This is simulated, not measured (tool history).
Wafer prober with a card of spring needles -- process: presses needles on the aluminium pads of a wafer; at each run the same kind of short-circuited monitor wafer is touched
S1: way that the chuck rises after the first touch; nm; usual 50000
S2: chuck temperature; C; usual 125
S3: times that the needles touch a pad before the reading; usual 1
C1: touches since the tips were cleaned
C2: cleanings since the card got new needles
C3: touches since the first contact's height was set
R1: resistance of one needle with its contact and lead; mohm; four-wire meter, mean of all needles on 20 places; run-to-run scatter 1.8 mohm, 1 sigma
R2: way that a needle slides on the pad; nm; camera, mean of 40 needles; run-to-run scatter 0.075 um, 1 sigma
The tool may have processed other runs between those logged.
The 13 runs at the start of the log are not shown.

run,hour,S1,S2,S3,C1,C2,C3,R1,R2
# hour 222.7: tips cleaned on abrasive film
# hour 232.3: tips cleaned on abrasive film
# hour 232.6: height of the first contact set anew
14,234.1,50000,125,1,655,101,655,188,13700
# hour 242.9: tips cleaned on abrasive film
# hour 252.5: tips cleaned on abrasive film
15,255.7,50000,125,1,1462,103,10313,185,13520
# hour 261.8: tips cleaned on abrasive film
# hour 272.1: tips cleaned on abrasive film
16,272.3,31000,125,2,67,105,17694,195,8430
# hour 281.3: tips cleaned on abrasive film
17,284.2,50000,91,2,1323,106,23034,178,13790
# hour 290.6: tips cleaned on abrasive film
18,297.1,50000,91,2,2946,107,28834,180,13590
# hour 300.5: tips cleaned on abrasive film
# hour 310.1: tips cleaned on abrasive film
19,316.8,38000,125,1,3011,109,37611,191,10430
# hour 320: tips cleaned on abrasive film
# hour 329.5: tips cleaned on abrasive film
20,335.8,55000,58,2,2860,111,46100,175,14990
# hour 339.2: tips cleaned on abrasive film
# hour 348.5: tips cleaned on abrasive film
21,350.7,50000,45,3,990,113,52716,170,13810
# hour 359.1: tips cleaned on abrasive film
22,367,62000,74,2,3567,114,60037,173,16920
# hour 368.4: tips cleaned on abrasive film
# hour 378.8: tips cleaned on abrasive film
# hour 387.6: tips cleaned on abrasive film
23,391.6,36000,57,1,1803,117,70995,180,9880
# hour 396.7: tips cleaned on abrasive film
# hour 406.3: tips cleaned on abrasive film
24,408,40000,68,1,752,119,78284,178,11000
# hour 415.3: tips cleaned on abrasive film
# hour 424.2: tips cleaned on abrasive film
25,426.5,40000,68,1,1006,121,86544,178,11030
# hour 433.6: tips cleaned on abrasive film
# hour 442.6: tips cleaned on abrasive film
26,448.1,66000,125,1,2466,123,96198,181,18000
# hour 451.6: tips cleaned on abrasive film
# hour 461.1: tips cleaned on abrasive film
# hour 470.8: tips cleaned on abrasive film
27,472.7,66000,31,1,887,126,107197,163,17960
# hour 480.8: tips cleaned on abrasive film
# hour 491.3: tips cleaned on abrasive film
28,492.9,66000,25,2,741,128,116210,164,17930
# hour 500.1: tips cleaned on abrasive film
# hour 509.2: tips cleaned on abrasive film
29,512.3,66000,25,2,1370,130,124842,162,18030
# hour 518.9: tips cleaned on abrasive film
# hour 528.9: tips cleaned on abrasive film
30,529.9,60000,38,2,455,132,132705,167,16320

Forecast each of these 4 alternatives for the next run:
# hour 538.4: tips cleaned on abrasive film
A,545,44000,79,2,3005,133,139499,?,?
# hour 538.4: tips cleaned on abrasive film
B,545,37000,99,1,3005,133,139499,?,?
# hour 538.4: tips cleaned on abrasive film
C,545,60000,49,1,3005,133,139499,?,?
# hour 538.4: tips cleaned on abrasive film
D,545,46000,38,1,3005,133,139499,?,?

run,R1,R2
A,176,12070
B,187,9970
C,171,16310
D,171,12580
With no hidden state in the tool, these same runs would have given:
run,R1,R2
A,176,12070
B,187,9980
C,171,16320
D,171,12580

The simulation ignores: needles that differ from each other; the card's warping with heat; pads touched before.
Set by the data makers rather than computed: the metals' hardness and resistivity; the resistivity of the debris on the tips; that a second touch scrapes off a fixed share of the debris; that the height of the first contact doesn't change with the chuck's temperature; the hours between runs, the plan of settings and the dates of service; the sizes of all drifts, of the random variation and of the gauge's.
